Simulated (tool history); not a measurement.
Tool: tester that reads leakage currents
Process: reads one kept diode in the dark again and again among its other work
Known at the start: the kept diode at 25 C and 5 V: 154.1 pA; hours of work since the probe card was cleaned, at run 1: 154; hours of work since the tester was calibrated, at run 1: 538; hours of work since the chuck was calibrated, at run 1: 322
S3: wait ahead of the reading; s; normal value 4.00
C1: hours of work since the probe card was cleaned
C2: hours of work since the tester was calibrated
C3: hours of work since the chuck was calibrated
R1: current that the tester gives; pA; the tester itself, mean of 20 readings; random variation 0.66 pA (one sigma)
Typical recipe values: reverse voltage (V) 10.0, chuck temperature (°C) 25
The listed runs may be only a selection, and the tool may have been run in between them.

Run 1, hour 0.0: usual settings; C1 154; C2 538; C3 322. Result: R1 228.96 pA.
Run 2, hour 25.1: usual settings; C1 173; C2 556; C3 340. Result: R1 228.27 pA.
Run 3, hour 37.9: usual settings; C1 182; C2 566; C3 350. Result: R1 227.84 pA.
Run 4, hour 60.9: usual settings but chuck temperature (°C) 23; C1 199; C2 582; C3 366. Result: R1 190.84 pA.
Run 5, hour 75.2: usual settings but chuck temperature (°C) 23; C1 209; C2 593; C3 377. Result: R1 191.01 pA.
Run 6, hour 88.4: usual settings but chuck temperature (°C) 23; C1 219; C2 602; C3 386. Result: R1 191.13 pA.
Run 7, hour 107.9: usual settings but reverse voltage (V) 1.3; C1 233; C2 617; C3 400. Result: R1 80.51 pA.
Run 8, hour 133.7: usual settings but reverse voltage (V) 1.3; C1 252; C2 635; C3 419. Result: R1 81.07 pA.
Run 9, hour 159.6: usual settings; C1 271; C2 654; C3 438. Result: R1 230.58 pA.
Run 10, hour 185.4: usual settings; C1 289; C2 673; C3 457. Result: R1 231.23 pA.
Run 11, hour 214.5: usual settings; C1 310; C2 694; C3 478. Result: R1 232.24 pA.
Run 12, hour 244.0: usual settings; C1 332; C2 716; C3 499. Result: R1 232.40 pA.
Run 13, hour 261.5: usual settings; C1 345; C2 728; C3 512. Result: R1 231.29 pA.
Run 14, hour 277.6: usual settings but chuck temperature (°C) 23; C1 356; C2 740; C3 524. Result: R1 194.26 pA.
Run 15, hour 300.2: usual settings but chuck temperature (°C) 26; C1 373; C2 756; C3 540. Result: R1 254.27 pA.
Run 16, hour 329.5: usual settings but chuck temperature (°C) 26; C1 394; C2 778; C3 562. Result: R1 255.91 pA.
Run 17, hour 344.1: usual settings but chuck temperature (°C) 26; C1 405; C2 788; C3 572. Result: R1 255.91 pA.
Run 18, hour 361.2: usual settings but chuck temperature (°C) 26; C1 417; C2 801; C3 585. Result: R1 256.88 pA.
Run 19, hour 390.7: usual settings but chuck temperature (°C) 26; C1 439; C2 822; C3 606. Result: R1 256.62 pA.
Run 20, hour 403.0: usual settings but chuck temperature (°C) 26; C1 448; C2 831; C3 615. Result: R1 255.98 pA.
Run 21, hour 432.7: usual settings but chuck temperature (°C) 26; C1 469; C2 853; C3 637. Result: R1 256.85 pA.
Run 22, hour 459.3: usual settings but chuck temperature (°C) 26; C1 489; C2 872; C3 656. Result: R1 259.02 pA.
Run 23, hour 481.1: usual settings but reverse voltage (V) 1.5, chuck temperature (°C) 43; C1 504; C2 888; C3 672. Result: R1 409.54 pA.
Run 24, hour 510.2: usual settings but reverse voltage (V) 4.0, chuck temperature (°C) 23, S3 6.82 s; C1 526; C2 909; C3 693. Result: R1 122.67 pA.
Run 25, hour 525.4: usual settings but reverse voltage (V) 14.4, chuck temperature (°C) 36, S3 7.07 s; C1 537; C2 920; C3 704. Result: R1 729.44 pA.
At hour 530.2: probe card cleaned and baked.
Run 26, hour 552.1: usual settings but reverse voltage (V) 3.2, chuck temperature (°C) 24, S3 0.52 s; C1 16; C2 938; C3 721. Result: R1 121.31 pA.
Run 27, hour 570.4: usual settings but chuck temperature (°C) 28, S3 7.62 s; C1 29; C2 951; C3 735. Result: R1 312.54 pA.
Run 28, hour 600.6: usual settings but chuck temperature (°C) 28, S3 7.62 s; C1 51; C2 973; C3 757. Result: R1 310.71 pA.
Run 29, hour 618.3: usual settings but reverse voltage (V) 5.4, chuck temperature (°C) 28, S3 0.49 s; C1 64; C2 986; C3 770. Result: R1 226.42 pA.
Run 30, hour 636.0: usual settings but reverse voltage (V) 1.1, chuck temperature (°C) 28, S3 1.68 s; C1 77; C2 999; C3 783. Result: R1 100.16 pA.
At hour 643.2: probe card cleaned and baked, once more.
Run 31, hour 665.1: usual settings but reverse voltage (V) 1.1, chuck temperature (°C) 28, S3 0.99 s; C1 16; C2 1018; C3 802. Result: R1 99.10 pA.
Run 32, hour 691.3: usual settings but reverse voltage (V) 1.1, chuck temperature (°C) 28, S3 0.99 s; C1 35; C2 1037; C3 821. Result: R1 98.94 pA.
Run 33, hour 715.5: usual settings but reverse voltage (V) 1.5, chuck temperature (°C) 21, S3 7.69 s; C1 53; C2 1054; C3 838. Result: R1 61.79 pA.
Run 34, hour 738.5: usual settings but chuck temperature (°C) 20, S3 6.67 s; C1 69; C2 1071; C3 855. Result: R1 148.97 pA.
Run 35, hour 764.0: usual settings but reverse voltage (V) 17.4, S3 0.38 s; C1 88; C2 1090; C3 873. Result: R1 315.52 pA.
Run 36, hour 788.2: usual settings but reverse voltage (V) 3.8, S3 3.27 s; C1 106; C2 1107; C3 891. Result: R1 144.49 pA.
Run 37, hour 816.5: usual settings but reverse voltage (V) 3.8, S3 3.27 s; C1 126; C2 1128; C3 912. Result: R1 144.51 pA.
Run 38, hour 841.0: usual settings but chuck temperature (°C) 27, S3 3.96 s; C1 144; C2 1145; C3 929. Result: R1 283.21 pA.
Run 39, hour 869.2: usual settings but reverse voltage (V) 18.4, chuck temperature (°C) 24, S3 1.30 s; C1 164; C2 1166; C3 950. Result: R1 296.73 pA.
Run 40, hour 883.1: usual settings but reverse voltage (V) 18.4, chuck temperature (°C) 24, S3 1.30 s; C1 175; C2 1176; C3 960. Result: R1 296.11 pA.

Here are 4 independent what-if runs from the current tool condition. What would each one return?
Run A, hour 898.5: usual settings but reverse voltage (V) 8.8, S3 2.23 s; C1 186; C2 1187; C3 971. Result: R1 ?.
Run B, hour 898.5: usual settings but reverse voltage (V) 18.4, chuck temperature (°C) 24, S3 5.16 s; C1 186; C2 1187; C3 971. Result: R1 ?.
Run C, hour 898.5: usual settings but reverse voltage (V) 1.2, chuck temperature (°C) 20, S3 5.64 s; C1 186; C2 1187; C3 971. Result: R1 ?.
Run D, hour 898.5: usual settings but reverse voltage (V) 18.4, chuck temperature (°C) 34, S3 1.30 s; C1 186; C2 1187; C3 971. Result: R1 ?.

run      R1
  A  223.15
  B  297.81
  C   50.80
  D  709.07
Take away the tool's hidden state, keep each run's random variation, and the runs would have read:
run      R1
  A  206.31
  B  274.31
  C   46.93
  D  659.83

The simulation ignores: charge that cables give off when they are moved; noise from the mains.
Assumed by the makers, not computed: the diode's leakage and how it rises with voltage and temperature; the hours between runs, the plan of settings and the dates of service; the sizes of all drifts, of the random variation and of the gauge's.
